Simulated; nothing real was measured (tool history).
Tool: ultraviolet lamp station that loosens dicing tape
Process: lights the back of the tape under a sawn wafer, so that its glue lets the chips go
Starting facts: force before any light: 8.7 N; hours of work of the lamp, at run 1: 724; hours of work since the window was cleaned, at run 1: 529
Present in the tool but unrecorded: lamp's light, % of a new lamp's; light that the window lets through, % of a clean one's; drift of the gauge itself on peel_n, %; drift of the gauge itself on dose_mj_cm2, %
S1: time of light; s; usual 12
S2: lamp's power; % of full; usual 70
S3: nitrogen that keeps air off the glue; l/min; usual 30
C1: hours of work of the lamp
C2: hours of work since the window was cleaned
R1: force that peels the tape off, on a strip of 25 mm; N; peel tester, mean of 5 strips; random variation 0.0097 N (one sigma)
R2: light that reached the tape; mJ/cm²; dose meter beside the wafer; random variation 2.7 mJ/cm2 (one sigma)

{"run": 1, "day": 0.0, "S1": 12, "S2": 70, "S3": 30, "C1": 724, "C2": 529, "R1": 0.781, "R2": 256}
{"run": 2, "day": 1.283, "S1": 12, "S2": 70, "S3": 26, "C1": 745, "C2": 550, "R1": 0.889, "R2": 249}
{"run": 3, "day": 3.075, "S1": 12, "S2": 91, "S3": 30, "C1": 774, "C2": 580, "R1": 0.497, "R2": 322}
{"day": 4.617, "done": "window cleaned of glue's vapour"}
{"run": 4, "day": 5.417, "S1": 9, "S2": 70, "S3": 30, "C1": 812, "C2": 13, "R1": 1.645, "R2": 164}
{"run": 5, "day": 7.029, "S1": 12, "S2": 70, "S3": 30, "C1": 838, "C2": 39, "R1": 1.04, "R2": 214}
{"run": 6, "day": 9.279, "S1": 12, "S2": 70, "S3": 12, "C1": 875, "C2": 76, "R1": 2.025, "R2": 215}
{"run": 7, "day": 10.929, "S1": 12, "S2": 70, "S3": 12, "C1": 902, "C2": 103, "R1": 2.026, "R2": 205}
{"run": 8, "day": 12.25, "S1": 12, "S2": 70, "S3": 30, "C1": 924, "C2": 125, "R1": 1.14, "R2": 213}
{"run": 9, "day": 13.654, "S1": 12, "S2": 70, "S3": 30, "C1": 947, "C2": 148, "R1": 1.204, "R2": 202}
{"run": 10, "day": 15.192, "S1": 12, "S2": 70, "S3": 30, "C1": 972, "C2": 173, "R1": 1.238, "R2": 199}
{"day": 15.354, "done": "window cleaned of glue's vapour, once more"}
{"run": 11, "day": 16.642, "S1": 12, "S2": 70, "S3": 30, "C1": 995, "C2": 21, "R1": 0.704, "R2": 269}
{"run": 12, "day": 18.571, "S1": 12, "S2": 70, "S3": 30, "C1": 1027, "C2": 53, "R1": 0.723, "R2": 267}
{"run": 13, "day": 20.171, "S1": 12, "S2": 70, "S3": 30, "C1": 1053, "C2": 79, "R1": 0.753, "R2": 260}
{"day": 20.554, "done": "lamp changed"}
{"run": 14, "day": 22.504, "S1": 12, "S2": 70, "S3": 30, "C1": 32, "C2": 116, "R1": 0.443, "R2": 345}
{"run": 15, "day": 24.112, "S1": 12, "S2": 70, "S3": 30, "C1": 58, "C2": 142, "R1": 0.467, "R2": 338}
{"run": 16, "day": 26.017, "S1": 12, "S2": 70, "S3": 47, "C1": 89, "C2": 174, "R1": 0.384, "R2": 329}
{"run": 17, "day": 27.3, "S1": 12, "S2": 70, "S3": 47, "C1": 110, "C2": 195, "R1": 0.388, "R2": 330}
{"run": 18, "day": 29.179, "S1": 12, "S2": 70, "S3": 30, "C1": 141, "C2": 225, "R1": 0.506, "R2": 318}
{"run": 19, "day": 30.838, "S1": 12, "S2": 70, "S3": 30, "C1": 168, "C2": 252, "R1": 0.539, "R2": 318}
{"run": 20, "day": 32.588, "S1": 12, "S2": 70, "S3": 30, "C1": 197, "C2": 281, "R1": 0.531, "R2": 312}
{"run": 21, "day": 34.575, "S1": 12, "S2": 70, "S3": 52, "C1": 229, "C2": 313, "R1": 0.397, "R2": 305}
{"run": 22, "day": 35.642, "S1": 21, "S2": 81, "S3": 10, "C1": 247, "C2": 331, "R1": 0.351, "R2": 612}
{"run": 23, "day": 37.079, "S1": 21, "S2": 81, "S3": 10, "C1": 270, "C2": 354, "R1": 0.356, "R2": 609}
{"run": 24, "day": 38.712, "S1": 10, "S2": 71, "S3": 31, "C1": 297, "C2": 381, "R1": 0.808, "R2": 250}
{"run": 25, "day": 40.317, "S1": 10, "S2": 71, "S3": 31, "C1": 323, "C2": 407, "R1": 0.844, "R2": 246}
{"run": 26, "day": 41.35, "S1": 10, "S2": 71, "S3": 31, "C1": 340, "C2": 424, "R1": 0.843, "R2": 243}
{"run": 27, "day": 43.3, "S1": 7, "S2": 70, "S3": 18, "C1": 372, "C2": 456, "R1": 2.123, "R2": 166}
{"run": 28, "day": 45.192, "S1": 7, "S2": 70, "S3": 18, "C1": 403, "C2": 487, "R1": 2.231, "R2": 160}
{"run": 29, "day": 46.517, "S1": 21, "S2": 99, "S3": 18, "C1": 424, "C2": 509, "R1": 0.251, "R2": 674}
{"run": 30, "day": 48.092, "S1": 11, "S2": 99, "S3": 18, "C1": 450, "C2": 534, "R1": 0.611, "R2": 352}
{"run": 31, "day": 50.088, "S1": 7, "S2": 65, "S3": 13, "C1": 483, "C2": 567, "R1": 2.968, "R2": 142}
{"day": 52.379, "done": "window cleaned of glue's vapour"}
{"run": 32, "day": 52.417, "S1": 12, "S2": 85, "S3": 54, "C1": 520, "C2": 1, "R1": 0.305, "R2": 368}
{"run": 33, "day": 54.454, "S1": 12, "S2": 93, "S3": 10, "C1": 554, "C2": 34, "R1": 0.745, "R2": 400}
{"run": 34, "day": 56.304, "S1": 12, "S2": 93, "S3": 10, "C1": 584, "C2": 64, "R1": 0.785, "R2": 397}
{"run": 35, "day": 58.462, "S1": 12, "S2": 91, "S3": 26, "C1": 619, "C2": 99, "R1": 0.407, "R2": 380}
{"run": 36, "day": 60.171, "S1": 23, "S2": 95, "S3": 30, "C1": 647, "C2": 127, "R1": 0.224, "R2": 737}
{"run": 37, "day": 62.129, "S1": 23, "S2": 95, "S3": 30, "C1": 679, "C2": 159, "R1": 0.226, "R2": 731}
{"run": 38, "day": 63.908, "S1": 7, "S2": 65, "S3": 27, "C1": 708, "C2": 188, "R1": 2.058, "R2": 152}
{"run": 39, "day": 64.946, "S1": 21, "S2": 62, "S3": 16, "C1": 725, "C2": 205, "R1": 0.487, "R2": 422}
{"run": 40, "day": 67.0, "S1": 14, "S2": 93, "S3": 50, "C1": 759, "C2": 239, "R1": 0.284, "R2": 415}
{"run": 41, "day": 68.608, "S1": 21, "S2": 81, "S3": 30, "C1": 785, "C2": 265, "R1": 0.257, "R2": 532}
{"run": 42, "day": 70.096, "S1": 19, "S2": 71, "S3": 11, "C1": 809, "C2": 290, "R1": 0.651, "R2": 417}

Here are 5 independent what-if runs from the current tool condition. What would each one return?
{"run": "A", "day": 72.362, "S1": 6, "S2": 71, "S3": 11, "C1": 846, "C2": 327, "R1": "?", "R2": "?"}
{"run": "B", "day": 72.362, "S1": 10, "S2": 70, "S3": 51, "C1": 846, "C2": 327, "R1": "?", "R2": "?"}
{"run": "C", "day": 72.362, "S1": 19, "S2": 82, "S3": 11, "C1": 846, "C2": 327, "R1": "?", "R2": "?"}
{"run": "D", "day": 72.362, "S1": 7, "S2": 87, "S3": 58, "C1": 846, "C2": 327, "R1": "?", "R2": "?"}
{"run": "E", "day": 72.362, "S1": 7, "S2": 77, "S3": 41, "C1": 846, "C2": 327, "R1": "?", "R2": "?"}

run=A R1=3.468 R2=127
run=B R1=0.824 R2=210
run=C R1=0.523 R2=466
run=D R1=0.994 R2=181
run=E R1=1.514 R2=160
Without the tool's hidden state the same runs would have given:
run=A R1=2.407 R2=181
run=B R1=0.426 R2=299
run=C R1=0.306 R2=664
run=D R1=0.507 R2=258
run=E R1=0.806 R2=229

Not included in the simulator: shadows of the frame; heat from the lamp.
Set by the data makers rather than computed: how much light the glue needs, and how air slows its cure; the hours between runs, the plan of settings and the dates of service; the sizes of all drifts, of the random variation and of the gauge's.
